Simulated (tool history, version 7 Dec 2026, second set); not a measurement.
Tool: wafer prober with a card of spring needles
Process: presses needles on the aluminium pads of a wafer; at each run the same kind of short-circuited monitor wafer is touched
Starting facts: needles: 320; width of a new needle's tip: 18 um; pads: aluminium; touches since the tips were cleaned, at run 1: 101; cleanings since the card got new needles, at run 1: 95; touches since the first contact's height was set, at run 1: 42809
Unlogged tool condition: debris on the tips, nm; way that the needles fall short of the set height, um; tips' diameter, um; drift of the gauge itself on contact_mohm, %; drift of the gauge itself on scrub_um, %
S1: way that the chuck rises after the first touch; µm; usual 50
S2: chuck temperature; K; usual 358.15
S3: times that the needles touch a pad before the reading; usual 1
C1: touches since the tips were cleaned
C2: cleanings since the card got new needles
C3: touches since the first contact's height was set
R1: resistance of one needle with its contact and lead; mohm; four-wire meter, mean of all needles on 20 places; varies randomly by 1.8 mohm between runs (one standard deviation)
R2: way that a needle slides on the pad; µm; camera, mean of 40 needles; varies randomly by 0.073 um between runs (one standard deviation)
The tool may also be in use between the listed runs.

{"run": 1, "hour": 0.0, "S1": 50, "S2": 358.15, "S3": 1, "C1": 101, "C2": 95, "C3": 42809, "R1": 207, "R2": 10.07}
{"hour": 6.8, "done": "tips cleaned on abrasive film"}
{"hour": 13.6, "done": "tips cleaned on abrasive film"}
{"hour": 22.1, "done": "tips cleaned on abrasive film"}
{"hour": 28.9, "done": "tips cleaned on abrasive film"}
{"hour": 37.4, "done": "tips cleaned on abrasive film"}
{"hour": 45.9, "done": "tips cleaned on abrasive film"}
{"hour": 52.7, "done": "tips cleaned on abrasive film"}
{"hour": 61.2, "done": "tips cleaned on abrasive film"}
{"run": 2, "hour": 64.7, "S1": 50, "S2": 358.15, "S3": 1, "C1": 2399, "C2": 103, "C3": 86760, "R1": 242, "R2": 9.86}
{"hour": 68.2, "done": "tips cleaned on abrasive film"}
{"hour": 76.7, "done": "tips cleaned on abrasive film"}
{"hour": 85.1, "done": "tips cleaned on abrasive film"}
{"hour": 93.6, "done": "tips cleaned on abrasive film"}
{"hour": 100.4, "done": "tips cleaned on abrasive film"}
{"hour": 108.9, "done": "tips cleaned on abrasive film"}
{"run": 3, "hour": 113.9, "S1": 53, "S2": 358.15, "S3": 1, "C1": 3417, "C2": 109, "C3": 120195, "R1": 255, "R2": 10.36}
{"hour": 117.4, "done": "tips cleaned on abrasive film"}
{"hour": 124.2, "done": "tips cleaned on abrasive film"}
{"hour": 132.7, "done": "tips cleaned on abrasive film"}
{"hour": 139.5, "done": "tips cleaned on abrasive film"}
{"hour": 148.0, "done": "tips cleaned on abrasive film"}
{"hour": 154.8, "done": "tips cleaned on abrasive film"}
{"run": 4, "hour": 155.7, "S1": 53, "S2": 358.15, "S3": 1, "C1": 637, "C2": 115, "C3": 148536, "R1": 214, "R2": 10.32}
{"hour": 162.5, "done": "tips cleaned on abrasive film"}
{"hour": 171.0, "done": "tips cleaned on abrasive film"}
{"hour": 174.7, "done": "height of the first contact set anew"}
{"hour": 179.8, "done": "tips cleaned on abrasive film"}
{"hour": 188.3, "done": "tips cleaned on abrasive film"}
{"hour": 195.1, "done": "tips cleaned on abrasive film"}
{"hour": 203.6, "done": "tips cleaned on abrasive film"}
{"hour": 210.4, "done": "tips cleaned on abrasive film"}
{"run": 5, "hour": 212.1, "S1": 50, "S2": 358.15, "S3": 3, "C1": 1139, "C2": 122, "C3": 25379, "R1": 208, "R2": 9.46}
{"hour": 218.9, "done": "tips cleaned on abrasive film"}
{"hour": 225.7, "done": "tips cleaned on abrasive film"}
{"hour": 234.2, "done": "tips cleaned on abrasive film"}
{"hour": 242.7, "done": "tips cleaned on abrasive film"}
{"hour": 251.2, "done": "tips cleaned on abrasive film"}
{"hour": 259.7, "done": "tips cleaned on abrasive film"}
{"hour": 266.5, "done": "tips cleaned on abrasive film"}
{"hour": 275.0, "done": "tips cleaned on abrasive film"}
{"hour": 282.5, "done": "tips cleaned on abrasive film"}
{"run": 6, "hour": 282.5, "S1": 50, "S2": 358.15, "S3": 3, "C1": 0, "C2": 131, "C3": 73208, "R1": 200, "R2": 9.32}
{"hour": 291.0, "done": "tips cleaned on abrasive film"}
{"hour": 299.5, "done": "tips cleaned on abrasive film"}
{"hour": 308.0, "done": "tips cleaned on abrasive film"}
{"hour": 316.5, "done": "tips cleaned on abrasive film"}
{"hour": 323.3, "done": "tips cleaned on abrasive film"}
{"hour": 326.9, "done": "height of the first contact set anew, once more"}
{"hour": 332.1, "done": "tips cleaned on abrasive film"}
{"hour": 340.6, "done": "tips cleaned on abrasive film"}
{"hour": 349.1, "done": "tips cleaned on abrasive film"}
{"hour": 357.5, "done": "tips cleaned on abrasive film"}
{"run": 7, "hour": 358.0, "S1": 50, "S2": 358.15, "S3": 3, "C1": 286, "C2": 140, "C3": 21064, "R1": 201, "R2": 10.23}
{"hour": 364.8, "done": "tips cleaned on abrasive film"}
{"hour": 373.3, "done": "tips cleaned on abrasive film"}
{"hour": 380.1, "done": "tips cleaned on abrasive film"}
{"hour": 388.6, "done": "tips cleaned on abrasive film"}
{"hour": 397.1, "done": "tips cleaned on abrasive film"}
{"hour": 405.6, "done": "tips cleaned on abrasive film"}
{"hour": 414.0, "done": "tips cleaned on abrasive film"}
{"hour": 420.9, "done": "tips cleaned on abrasive film"}
{"hour": 429.3, "done": "tips cleaned on abrasive film"}
{"run": 8, "hour": 429.6, "S1": 50, "S2": 358.15, "S3": 3, "C1": 200, "C2": 149, "C3": 69745, "R1": 198, "R2": 10.08}
{"hour": 436.4, "done": "tips cleaned on abrasive film"}
{"hour": 443.3, "done": "tips cleaned on abrasive film"}
{"hour": 451.7, "done": "tips cleaned on abrasive film"}
{"hour": 460.2, "done": "tips cleaned on abrasive film"}
{"hour": 468.7, "done": "tips cleaned on abrasive film"}
{"hour": 477.2, "done": "tips cleaned on abrasive film"}
{"hour": 484.0, "done": "tips cleaned on abrasive film"}
{"hour": 492.5, "done": "tips cleaned on abrasive film"}
{"hour": 499.3, "done": "tips cleaned on abrasive film"}
{"run": 9, "hour": 501.8, "S1": 50, "S2": 358.15, "S3": 1, "C1": 1668, "C2": 158, "C3": 118736, "R1": 249, "R2": 9.8}
{"hour": 506.9, "done": "tips cleaned on abrasive film"}
{"hour": 515.4, "done": "tips cleaned on abrasive film"}
{"hour": 523.9, "done": "tips cleaned on abrasive film"}
{"hour": 532.4, "done": "tips cleaned on abrasive film"}
{"hour": 540.9, "done": "tips cleaned on abrasive film"}
{"hour": 549.4, "done": "tips cleaned on abrasive film"}
{"hour": 557.8, "done": "tips cleaned on abrasive film"}
{"hour": 563.2, "done": "height of the first contact set anew"}
{"hour": 566.6, "done": "tips cleaned on abrasive film"}
{"run": 10, "hour": 572.0, "S1": 66, "S2": 300.15, "S3": 2, "C1": 3698, "C2": 166, "C3": 6007, "R1": 209, "R2": 13.49}
{"hour": 573.8, "done": "tips cleaned on abrasive film"}
{"hour": 582.3, "done": "tips cleaned on abrasive film"}
{"hour": 589.1, "done": "tips cleaned on abrasive film"}
{"hour": 597.6, "done": "tips cleaned on abrasive film"}
{"hour": 606.1, "done": "tips cleaned on abrasive film"}
{"hour": 614.6, "done": "tips cleaned on abrasive film"}
{"hour": 623.1, "done": "tips cleaned on abrasive film"}
{"hour": 631.6, "done": "tips cleaned on abrasive film"}
{"hour": 640.0, "done": "tips cleaned on abrasive film"}
{"hour": 648.5, "done": "tips cleaned on abrasive film"}
{"hour": 657.0, "done": "tips cleaned on abrasive film"}
{"hour": 665.5, "done": "tips cleaned on abrasive film"}
{"run": 11, "hour": 667.9, "S1": 50, "S2": 358.15, "S3": 3, "C1": 1634, "C2": 178, "C3": 71130, "R1": 214, "R2": 9.95}
{"hour": 673.0, "done": "tips cleaned on abrasive film"}
{"hour": 681.5, "done": "tips cleaned on abrasive film"}
{"hour": 690.0, "done": "tips cleaned on abrasive film"}
{"hour": 698.5, "done": "tips cleaned on abrasive film"}
{"hour": 707.0, "done": "tips cleaned on abrasive film"}
{"hour": 713.8, "done": "tips cleaned on abrasive film"}
{"hour": 722.3, "done": "tips cleaned on abrasive film"}
{"hour": 729.1, "done": "tips cleaned on abrasive film"}
{"hour": 737.6, "done": "tips cleaned on abrasive film"}
{"hour": 745.9, "done": "tips cleaned on abrasive film"}
{"run": 12, "hour": 745.9, "S1": 50, "S2": 390.15, "S3": 2, "C1": 0, "C2": 188, "C3": 124118, "R1": 209, "R2": 9.97}
{"hour": 754.4, "done": "tips cleaned on abrasive film"}
{"hour": 762.9, "done": "tips cleaned on abrasive film"}
{"hour": 771.4, "done": "tips cleaned on abrasive film"}
{"hour": 779.9, "done": "tips cleaned on abrasive film"}
{"hour": 786.7, "done": "tips cleaned on abrasive film"}
{"hour": 795.2, "done": "tips cleaned on abrasive film"}
{"hour": 800.5, "done": "height of the first contact set anew"}
{"hour": 804.0, "done": "tips cleaned on abrasive film"}
{"hour": 812.5, "done": "tips cleaned on abrasive film"}
{"hour": 821.0, "done": "tips cleaned on abrasive film"}
{"hour": 829.5, "done": "tips cleaned on abrasive film"}
{"run": 13, "hour": 832.8, "S1": 50, "S2": 358.15, "S3": 2, "C1": 2323, "C2": 198, "C3": 21946, "R1": 233, "R2": 10.14}
{"hour": 836.3, "done": "tips cleaned on abrasive film"}
{"hour": 844.8, "done": "tips cleaned on abrasive film"}
{"hour": 853.3, "done": "tips cleaned on abrasive film"}
{"hour": 861.8, "done": "tips cleaned on abrasive film"}
{"hour": 870.2, "done": "tips cleaned on abrasive film"}
{"hour": 878.7, "done": "tips cleaned on abrasive film"}
{"run": 14, "hour": 880.8, "S1": 50, "S2": 358.15, "S3": 3, "C1": 1450, "C2": 204, "C3": 54559, "R1": 214, "R2": 10.02}
{"hour": 886.0, "done": "tips cleaned on abrasive film"}
{"hour": 894.5, "done": "tips cleaned on abrasive film"}
{"hour": 903.0, "done": "tips cleaned on abrasive film"}
{"hour": 909.8, "done": "tips cleaned on abrasive film"}
{"hour": 918.3, "done": "tips cleaned on abrasive film"}
{"hour": 926.8, "done": "tips cleaned on abrasive film"}
{"hour": 935.2, "done": "tips cleaned on abrasive film"}
{"hour": 942.1, "done": "tips cleaned on abrasive film"}
{"hour": 950.6, "done": "tips cleaned on abrasive film"}
{"run": 15, "hour": 955.8, "S1": 49, "S2": 358.15, "S3": 3, "C1": 3594, "C2": 213, "C3": 105479, "R1": 228, "R2": 9.79}
{"hour": 957.6, "done": "tips cleaned on abrasive film"}
{"hour": 964.4, "done": "tips cleaned on abrasive film"}
{"hour": 972.9, "done": "tips cleaned on abrasive film"}
{"hour": 981.4, "done": "tips cleaned on abrasive film"}
{"hour": 989.9, "done": "tips cleaned on abrasive film"}
{"hour": 998.3, "done": "tips cleaned on abrasive film"}
{"hour": 1006.8, "done": "tips cleaned on abrasive film"}
{"run": 16, "hour": 1009.1, "S1": 49, "S2": 358.15, "S3": 3, "C1": 1525, "C2": 220, "C3": 141641, "R1": 215, "R2": 9.62}
{"hour": 1014.2, "done": "tips cleaned on abrasive film"}
{"hour": 1022.7, "done": "tips cleaned on abrasive film"}
{"hour": 1031.2, "done": "tips cleaned on abrasive film"}
{"hour": 1038.2, "done": "height of the first contact set anew"}
{"hour": 1040.0, "done": "tips cleaned on abrasive film"}
{"hour": 1048.5, "done": "tips cleaned on abrasive film"}
{"hour": 1056.9, "done": "tips cleaned on abrasive film"}
{"hour": 1065.4, "done": "tips cleaned on abrasive film"}
{"hour": 1073.9, "done": "tips cleaned on abrasive film"}
{"hour": 1082.4, "done": "tips cleaned on abrasive film"}
{"hour": 1090.9, "done": "tips cleaned on abrasive film"}
{"run": 17, "hour": 1091.2, "S1": 54, "S2": 358.15, "S3": 1, "C1": 210, "C2": 230, "C3": 35993, "R1": 211, "R2": 10.83}
{"hour": 1098.0, "done": "tips cleaned on abrasive film"}
{"hour": 1106.5, "done": "tips cleaned on abrasive film"}
{"hour": 1113.3, "done": "tips cleaned on abrasive film"}
{"hour": 1121.8, "done": "tips cleaned on abrasive film"}
{"hour": 1128.6, "done": "tips cleaned on abrasive film"}
{"hour": 1137.1, "done": "tips cleaned on abrasive film"}
{"hour": 1145.6, "done": "tips cleaned on abrasive film"}
{"hour": 1154.1, "done": "tips cleaned on abrasive film"}
{"hour": 1166.1, "done": "card fitted with new needles"}
{"hour": 1172.9, "done": "tips cleaned on abrasive film"}
{"hour": 1181.4, "done": "tips cleaned on abrasive film"}
{"run": 18, "hour": 1187.7, "S1": 31, "S2": 377.15, "S3": 2, "C1": 4344, "C2": 2, "C3": 14733, "R1": 286, "R2": 6.3}

Below are 3 alternative next runs, each starting from the tool's condition after run 18. Predict each:
{"hour": 1189.5, "done": "tips cleaned on abrasive film"}
{"hour": 1198.0, "done": "tips cleaned on abrasive film"}
{"hour": 1206.5, "done": "tips cleaned on abrasive film"}
{"hour": 1215.0, "done": "tips cleaned on abrasive film"}
{"hour": 1221.8, "done": "tips cleaned on abrasive film"}
{"hour": 1230.3, "done": "tips cleaned on abrasive film"}
{"hour": 1238.8, "done": "tips cleaned on abrasive film"}
{"hour": 1245.6, "done": "tips cleaned on abrasive film"}
{"hour": 1254.1, "done": "tips cleaned on abrasive film"}
{"hour": 1262.6, "done": "tips cleaned on abrasive film"}
{"hour": 1269.4, "done": "tips cleaned on abrasive film"}
{"run": "A", "hour": 1271.5, "S1": 31, "S2": 306.15, "S3": 2, "C1": 1459, "C2": 13, "C3": 71599, "R1": "?", "R2": "?"}
{"hour": 1189.5, "done": "tips cleaned on abrasive film"}
{"hour": 1198.0, "done": "tips cleaned on abrasive film"}
{"hour": 1206.5, "done": "tips cleaned on abrasive film"}
{"hour": 1215.0, "done": "tips cleaned on abrasive film"}
{"hour": 1221.8, "done": "tips cleaned on abrasive film"}
{"hour": 1230.3, "done": "tips cleaned on abrasive film"}
{"hour": 1238.8, "done": "tips cleaned on abrasive film"}
{"hour": 1245.6, "done": "tips cleaned on abrasive film"}
{"hour": 1254.1, "done": "tips cleaned on abrasive film"}
{"hour": 1262.6, "done": "tips cleaned on abrasive film"}
{"hour": 1269.4, "done": "tips cleaned on abrasive film"}
{"run": "B", "hour": 1271.5, "S1": 50, "S2": 325.15, "S3": 1, "C1": 1459, "C2": 13, "C3": 71599, "R1": "?", "R2": "?"}
{"hour": 1189.5, "done": "tips cleaned on abrasive film"}
{"hour": 1198.0, "done": "tips cleaned on abrasive film"}
{"hour": 1206.5, "done": "tips cleaned on abrasive film"}
{"hour": 1215.0, "done": "tips cleaned on abrasive film"}
{"hour": 1221.8, "done": "tips cleaned on abrasive film"}
{"hour": 1230.3, "done": "tips cleaned on abrasive film"}
{"hour": 1238.8, "done": "tips cleaned on abrasive film"}
{"hour": 1245.6, "done": "tips cleaned on abrasive film"}
{"hour": 1254.1, "done": "tips cleaned on abrasive film"}
{"hour": 1262.6, "done": "tips cleaned on abrasive film"}
{"hour": 1269.4, "done": "tips cleaned on abrasive film"}
{"run": "C", "hour": 1271.5, "S1": 31, "S2": 298.15, "S3": 2, "C1": 1459, "C2": 13, "C3": 71599, "R1": "?", "R2": "?"}

run=A R1=241 R2=6.17
run=B R1=220 R2=9.88
run=C R1=241 R2=6.06
Without the tool's hidden state the same runs would have given:
run=A R1=191 R2=6.39
run=B R1=188 R2=10.10
run=C R1=191 R2=6.28

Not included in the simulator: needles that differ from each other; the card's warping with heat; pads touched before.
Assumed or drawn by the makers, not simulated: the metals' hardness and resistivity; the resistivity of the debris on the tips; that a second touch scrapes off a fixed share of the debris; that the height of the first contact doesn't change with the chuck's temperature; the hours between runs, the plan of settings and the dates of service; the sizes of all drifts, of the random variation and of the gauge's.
